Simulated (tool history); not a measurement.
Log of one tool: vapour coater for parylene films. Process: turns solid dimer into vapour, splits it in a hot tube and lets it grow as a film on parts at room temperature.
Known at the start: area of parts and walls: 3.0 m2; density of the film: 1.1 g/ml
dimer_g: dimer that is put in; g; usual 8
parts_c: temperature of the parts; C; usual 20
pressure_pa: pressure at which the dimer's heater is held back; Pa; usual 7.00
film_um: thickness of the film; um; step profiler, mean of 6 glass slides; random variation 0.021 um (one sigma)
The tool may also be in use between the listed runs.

run   hour  dimer_g  parts_c  pressure_pa  film_um
  1    0.0        8       20         7.00     1.55
  2   23.2        8       20         7.98     1.54
  3   61.9        8       20         7.98     1.55
  4   88.6        8       20         7.98     1.52
  5  117.6        8       20         7.98     1.47
  6  141.4        8       20         7.98     1.51
  7  159.1        8       22         2.64     1.47
  8  181.7        7       26         4.42     0.99
  9  204.0        6       26         5.77     0.85
 10  226.1        9       14         3.27     2.31
 11  262.5        8       14        10.36     1.90

Forecast each of these 5 alternatives for the next run:
  A  284.8        4       31        10.36        ?
  B  284.8        8       20         4.78        ?
  C  284.8        5       24         6.73        ?
  D  284.8       14       14         5.00        ?
  E  284.8        4       20         2.28        ?

run  film_um
  A     0.42
  B     1.47
  C     0.77
  D     3.43
  E     0.78
Without the tool's hidden state the same runs would have given:
run  film_um
  A     0.46
  B     1.64
  C     0.85
  D     3.80
  E     0.86

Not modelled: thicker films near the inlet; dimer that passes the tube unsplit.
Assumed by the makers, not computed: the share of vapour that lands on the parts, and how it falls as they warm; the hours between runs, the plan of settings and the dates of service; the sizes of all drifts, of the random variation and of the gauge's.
